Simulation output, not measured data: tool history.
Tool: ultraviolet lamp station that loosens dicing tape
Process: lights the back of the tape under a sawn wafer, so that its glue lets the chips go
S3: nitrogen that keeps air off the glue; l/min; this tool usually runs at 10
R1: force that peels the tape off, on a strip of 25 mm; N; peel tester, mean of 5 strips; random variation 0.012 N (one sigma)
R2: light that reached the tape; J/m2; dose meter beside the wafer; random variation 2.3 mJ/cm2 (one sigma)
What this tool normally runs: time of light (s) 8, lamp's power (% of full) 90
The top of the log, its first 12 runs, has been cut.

run 13 hour=266.9 | time_of_light_(s)=8 lamp's_power_(%_of_full)=88 S3=10 | R1=0.652 R2=2120
run 14 hour=292.3 | time_of_light_(s)=8 lamp's_power_(%_of_full)=90 S3=10 | R1=0.660 R2=2140
run 15 hour=314.8 | time_of_light_(s)=8 lamp's_power_(%_of_full)=90 S3=10 | R1=0.698 R2=2150
run 16 hour=333.7 | time_of_light_(s)=8 lamp's_power_(%_of_full)=90 S3=10 | R1=0.649 R2=2090
run 17 hour=354.0 | time_of_light_(s)=8 lamp's_power_(%_of_full)=90 S3=10 | R1=0.684 R2=2130
run 18 hour=379.8 | time_of_light_(s)=8 lamp's_power_(%_of_full)=90 S3=10 | R1=0.699 R2=2090
run 19 hour=397.5 | time_of_light_(s)=6 lamp's_power_(%_of_full)=90 S3=16 | R1=0.943 R2=1540
run 20 hour=415.0 | time_of_light_(s)=6 lamp's_power_(%_of_full)=77 S3=5 | R1=2.433 R2=1350
run 21 hour=437.3 | time_of_light_(s)=7 lamp's_power_(%_of_full)=87 S3=18 | R1=0.702 R2=1770
run 22 hour=452.1 | time_of_light_(s)=7 lamp's_power_(%_of_full)=82 S3=5 | R1=1.750 R2=1640
run 23 hour=476.5 | time_of_light_(s)=6 lamp's_power_(%_of_full)=82 S3=19 | R1=1.085 R2=1440
run 24 hour=489.3 | time_of_light_(s)=13 lamp's_power_(%_of_full)=90 S3=8 | R1=0.315 R2=3350
run 25 hour=519.5 | time_of_light_(s)=13 lamp's_power_(%_of_full)=90 S3=8 | R1=0.312 R2=3310
run 26 hour=545.3 | time_of_light_(s)=13 lamp's_power_(%_of_full)=90 S3=8 | R1=0.329 R2=3350
run 27 hour=574.4 | time_of_light_(s)=7 lamp's_power_(%_of_full)=93 S3=9 | R1=0.996 R2=1790
run 28 hour=594.7 | time_of_light_(s)=6 lamp's_power_(%_of_full)=90 S3=8 | R1=1.548 R2=1520
run 29 hour=607.3 | time_of_light_(s)=6 lamp's_power_(%_of_full)=90 S3=8 | R1=1.551 R2=1490
run 30 hour=630.4 | time_of_light_(s)=6 lamp's_power_(%_of_full)=90 S3=8 | R1=1.518 R2=1490
run 31 hour=644.4 | time_of_light_(s)=10 lamp's_power_(%_of_full)=88 S3=10 | R1=0.522 R2=2450
run 32 hour=669.0 | time_of_light_(s)=10 lamp's_power_(%_of_full)=88 S3=10 | R1=0.516 R2=2440
run 33 hour=696.8 | time_of_light_(s)=5 lamp's_power_(%_of_full)=88 S3=8 | R1=2.201 R2=1200
run 34 hour=715.3 | time_of_light_(s)=9 lamp's_power_(%_of_full)=64 S3=17 | R1=0.928 R2=1590
run 35 hour=729.2 | time_of_light_(s)=8 lamp's_power_(%_of_full)=64 S3=6 | R1=2.105 R2=1360
run 36 hour=749.9 | time_of_light_(s)=8 lamp's_power_(%_of_full)=64 S3=6 | R1=2.069 R2=1400

Forecast each of these 3 alternatives for the next run:
run A hour=769.8 | time_of_light_(s)=8 lamp's_power_(%_of_full)=64 S3=7 | R1=? R2=?
run B hour=769.8 | time_of_light_(s)=8 lamp's_power_(%_of_full)=64 S3=6 | R1=? R2=?
run C hour=769.8 | time_of_light_(s)=5 lamp's_power_(%_of_full)=72 S3=9 | R1=? R2=?

run=A R1=1.963 R2=1360
run=B R1=2.167 R2=1420
run=C R1=2.947 R2=1000
With the hidden condition removed and each run's random variation left untouched, the same runs would have given:
run=A R1=1.476 R2=1620
run=B R1=1.651 R2=1680
run=C R1=2.345 R2=1180
